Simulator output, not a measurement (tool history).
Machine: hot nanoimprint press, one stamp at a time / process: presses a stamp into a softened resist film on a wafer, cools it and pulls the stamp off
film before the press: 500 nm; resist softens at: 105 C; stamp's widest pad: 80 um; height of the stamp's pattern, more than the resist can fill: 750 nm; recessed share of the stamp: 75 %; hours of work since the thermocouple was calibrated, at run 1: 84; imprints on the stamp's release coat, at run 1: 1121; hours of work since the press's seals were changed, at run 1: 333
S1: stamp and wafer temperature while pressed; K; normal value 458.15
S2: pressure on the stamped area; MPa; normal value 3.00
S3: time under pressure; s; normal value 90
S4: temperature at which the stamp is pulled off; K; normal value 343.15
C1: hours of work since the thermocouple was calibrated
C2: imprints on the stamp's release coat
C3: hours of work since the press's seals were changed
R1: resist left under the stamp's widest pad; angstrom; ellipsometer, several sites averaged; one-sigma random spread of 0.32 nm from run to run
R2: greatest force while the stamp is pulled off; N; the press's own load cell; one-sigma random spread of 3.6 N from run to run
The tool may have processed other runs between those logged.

run   hour      S1    S2   S3      S4   C1    C2   C3    R1   R2
  1    0.0  458.15  3.00   90  343.15   84  1121  333  2384  242
  2   14.9  458.15  3.00   90  343.15   93  1163  343  2377  250
  3   27.0  458.15  3.00   90  343.15  100  1196  350  2382  247
  4   43.1  458.15  3.00   90  343.15  110  1241  360  2380  257
  5   54.5  458.15  3.00   90  343.15  117  1273  367  2377  254
  6   62.5  458.15  3.00   90  339.15  122  1295  372  2375  281
  7   70.1  458.15  3.00   90  339.15  127  1316  376  2385  271
  8   86.0  458.15  3.00   90  343.15  136  1360  386  2380  266
  9   94.1  458.15  3.00   90  343.15  141  1383  391  2378  266
 10  103.3  458.15  3.00   60  343.15  147  1408  397  2731  258
 11  115.1  458.15  3.00   60  343.15  154  1441  404  2726  264
 12  126.2  451.15  3.00   90  343.15  161  1472  411  2983  260
 13  140.7  458.15  3.00  128  343.15  170  1512  419  2086  255
 14  154.5  458.15  3.00   90  343.15  178  1551  428  2372  272
 15  165.1  458.15  3.00   87  343.15  185  1580  434  2400  272
 16  175.7  458.15  2.52   87  343.15  191  1609  441  2600  284
 17  184.0  456.15  2.37   79  335.15  196  1633  446  2929  318
 18  192.5  456.15  2.37   79  335.15  201  1656  451  2931  312
 19  209.0  466.15  2.06   59  338.15  211  1702  461  2544  299
 20  223.2  466.15  2.06   59  338.15  220  1742  470  2540  315
     227.4  -- plate thermocouple calibrated
 21  236.0  466.15  4.44   72  345.15    5  1769  476  1615  279
 22  252.1  453.15  3.00   90  339.15   15  1814  486  2797  317
 23  262.2  458.15  3.00   71  343.15   21  1842  492  2569  288
 24  278.3  458.15  3.00   71  343.15   31  1886  502  2561  291
 25  293.7  447.15  3.00   92  343.15   41  1929  511  3335  288
     304.7  -- plate thermocouple calibrated, once more
 26  311.2  458.15  2.79   90  341.15    4  1969  520  2483  312
 27  325.1  458.15  2.79   90  341.15   12  2008  528  2477  317
 28  340.9  450.15  1.97  156  342.15   22  2052  538  3110  303
 29  355.7  469.15  3.19  158  337.15   31  2093  547  1282  340

Alternative continuations, all from the tool just after run 29; predict every row:
  A  364.6  458.15  3.46  90  343.15  37  2118  553   ?   ?
  B  364.6  459.15  2.59  54  337.15  37  2118  553   ?   ?
  C  364.6  457.15  3.00  90  343.15  37  2118  553   ?   ?

run    R1   R2
  A  2236  318
  B  2927  335
  C  2481  305
Without the tool's unlogged condition, the same runs would have read:
run    R1   R2
  A  2203  178
  B  2898  188
  C  2450  170
